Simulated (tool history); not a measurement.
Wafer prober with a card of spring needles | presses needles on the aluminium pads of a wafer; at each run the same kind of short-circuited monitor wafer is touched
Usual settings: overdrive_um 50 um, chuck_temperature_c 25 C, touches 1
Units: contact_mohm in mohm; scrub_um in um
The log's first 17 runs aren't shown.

| run | day | overdrive_um | chuck_temperature_c | touches | touches since the tips were cleaned | cleanings since the card got new needles | touches since the first contact's height was set | contact_mohm | scrub_um |
|---|---|---|---|---|---|---|---|---|---|
|  | 17.042 | tips cleaned on abrasive film |
|  | 17.862 | tips cleaned on abrasive film |
| 18 | 17.958 | 68 | 34 | 1 | 542 | 50 | 68011 | 323 | 10.26 |
|  | 18.683 | tips cleaned on abrasive film |
| 19 | 18.750 | 68 | 65 | 1 | 395 | 51 | 72429 | 327 | 10.23 |
|  | 19.479 | tips cleaned on abrasive film |
| 20 | 19.738 | 39 | 25 | 3 | 1442 | 52 | 77921 | 413 | 5.76 |
|  | 20.204 | tips cleaned on abrasive film |
|  | 20.904 | tips cleaned on abrasive film |
| 21 | 21.088 | 39 | 48 | 2 | 1021 | 54 | 85421 | 438 | 5.67 |
|  | 21.642 | tips cleaned on abrasive film |
| 22 | 21.821 | 39 | 48 | 2 | 1006 | 55 | 89506 | 443 | 5.71 |
|  | 22.429 | tips cleaned on abrasive film |
| 23 | 22.704 | 39 | 48 | 2 | 1529 | 56 | 94416 | 499 | 5.67 |
|  | 23.196 | tips cleaned on abrasive film |
|  | 23.946 | tips cleaned on abrasive film |
| 24 | 24.046 | 30 | 48 | 2 | 542 | 58 | 101876 | 494 | 4.25 |
|  | 24.667 | tips cleaned on abrasive film |
| 25 | 24.762 | 50 | 65 | 1 | 531 | 59 | 105866 | 402 | 7.32 |
|  | 25.367 | tips cleaned on abrasive film |
| 26 | 25.829 | 50 | 65 | 1 | 2585 | 60 | 111810 | 610 | 7.31 |
|  | 26.088 | tips cleaned on abrasive film |
|  | 26.896 | tips cleaned on abrasive film |
| 27 | 27.038 | 50 | 65 | 1 | 812 | 62 | 118545 | 430 | 7.28 |
|  | 27.588 | tips cleaned on abrasive film |
| 28 | 27.879 | 48 | 66 | 3 | 1620 | 63 | 123218 | 384 | 6.95 |
|  | 28.346 | tips cleaned on abrasive film |
| 29 | 28.696 | 39 | 47 | 3 | 1963 | 64 | 127775 | 467 | 5.54 |
|  | 29.083 | tips cleaned on abrasive film |
|  | 29.792 | tips cleaned on abrasive film |
| 30 | 29.792 | 39 | 47 | 2 | 0 | 66 | 133861 | 344 | 5.51 |
|  | 30.604 | tips cleaned on abrasive film |
| 31 | 31.158 | 33 | 118 | 2 | 3089 | 67 | 141472 | 847 | 4.52 |
|  | 31.375 | tips cleaned on abrasive film |
|  | 31.658 | height of the first contact set anew |
|  | 32.146 | tips cleaned on abrasive film |
| 32 | 32.308 | 35 | 87 | 2 | 887 | 69 | 3612 | 463 | 5.40 |

Forecast each of these 3 alternatives for the next run:
|  | 32.879 | tips cleaned on abrasive film |
| A | 33.525 | 57 | 39 | 3 | 3620 | 70 | 10415 | ? | ? |
|  | 32.879 | tips cleaned on abrasive film |
| B | 33.525 | 50 | 121 | 1 | 3620 | 70 | 10415 | ? | ? |
|  | 32.879 | tips cleaned on abrasive film |
| C | 33.525 | 45 | 25 | 2 | 3620 | 70 | 10415 | ? | ? |

| run | contact_mohm | scrub_um |
|---|---|---|
| A | 396 | 8.87 |
| B | 660 | 7.78 |
| C | 585 | 6.98 |
Without the tool's hidden state the same runs would have given:
| run | contact_mohm | scrub_um |
|---|---|---|
| A | 278 | 8.90 |
| B | 303 | 7.81 |
| C | 277 | 7.01 |
